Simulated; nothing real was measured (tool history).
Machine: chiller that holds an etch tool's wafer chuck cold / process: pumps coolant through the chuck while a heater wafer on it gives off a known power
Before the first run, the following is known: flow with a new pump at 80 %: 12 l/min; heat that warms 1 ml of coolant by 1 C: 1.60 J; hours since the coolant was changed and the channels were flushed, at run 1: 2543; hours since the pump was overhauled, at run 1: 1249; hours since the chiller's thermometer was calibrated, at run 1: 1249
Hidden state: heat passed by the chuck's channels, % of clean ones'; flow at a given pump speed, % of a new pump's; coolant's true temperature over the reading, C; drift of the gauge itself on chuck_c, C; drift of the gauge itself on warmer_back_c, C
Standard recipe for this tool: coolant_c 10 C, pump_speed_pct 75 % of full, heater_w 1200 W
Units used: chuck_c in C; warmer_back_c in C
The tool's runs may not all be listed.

run,hour,coolant_c,pump_speed_pct,heater_w,hours since the coolant was changed and the channels were flushed,hours since the pump was overhauled,hours since the chiller's thermometer was calibrated,chuck_c,warmer_back_c
1,0,10,75,1200,2543,1249,1249,27.1,4.12
2,85.3,10,75,1200,2628,1334,1334,27.2,4.1
3,170.3,10,75,1200,2713,1419,1419,27.2,4.21
4,242.2,10,75,1200,2785,1491,1491,27.5,4.2
5,278.4,10,75,1200,2821,1527,1527,27.3,4.19
6,336.4,10,86,1200,2879,1585,1585,25.4,3.66
7,422.5,10,75,1200,2965,1672,1672,27.4,4.19
8,508.4,9,75,1200,3051,1757,1757,26.3,4.23
9,575.8,9,75,1200,3119,1825,1825,26.4,4.2
10,643.7,9,75,1200,3186,1893,1893,26.6,4.23
11,689.5,9,75,1200,3232,1939,1939,26.6,4.28
12,745.9,9,75,1200,3289,1995,1995,26.6,4.22
13,810.9,9,75,1200,3354,2060,2060,26.8,4.25
14,868.2,10,80,1200,3411,2117,2117,26.6,4
15,952.7,10,80,1200,3495,2202,2202,26.7,4.03
# hour 963.2: coolant pump overhauled
16,1039.5,16,75,608,3577,76,2284,25,2.32
17,1100.1,16,75,608,3638,137,2344,24.9,2.23
18,1174.3,5,72,1281,3712,211,2418,25.4,5.02
19,1218.2,5,72,1281,3756,255,2462,25.4,5.03
20,1267.4,12,72,993,3805,304,2511,27.8,3.85
21,1333.6,12,72,993,3871,370,2578,27.9,3.88
22,1374.5,12,72,993,3912,411,2619,27.9,3.88
23,1420.7,10,75,818,3958,458,2665,22.5,3.07
# hour 1463.9: chiller's thermometer calibrated
24,1468.1,16,75,1078,4005,504,4,33.5,4.05
# hour 1486: coolant pump overhauled, once more
25,1541.8,13,82,1711,4074,56,73,36.2,5.24
# hour 1569.5: coolant changed, channels flushed
26,1621.4,13,82,1711,52,129,146,34.2,5.25
27,1701.7,10,68,1200,132,210,227,27.6,4.46
28,1737.2,18,85,1673,168,245,262,38.2,4.92
29,1783.1,9,72,796,214,291,308,20.1,2.79

Some steps in chuck_c between neighbouring runs. How much of each would the tool show without its hidden state too (settings, what came in, random variation), and how much is left for the hidden state, with any gauge scatter that isn't in both results?
Run 17 -> 18: coolant_c 16 -> 5, pump_speed_pct 75 -> 72, heater_w 608 -> 1281. chuck_c +0.5 C: hidden state +1.8, all else -1.3.
Run 23 -> 24: coolant_c 10 -> 16, heater_w 818 -> 1078, chiller's thermometer calibrated. chuck_c +11 C: hidden state +1.4, all else +9.6.
Run 25 -> 26: coolant changed, channels flushed. chuck_c -2 C: hidden state -1.9, all else -0.1.
Run 28 -> 29: coolant_c 18 -> 9, pump_speed_pct 85 -> 72, heater_w 1673 -> 796. chuck_c -18.1 C: hidden state +0, all else -18.1.
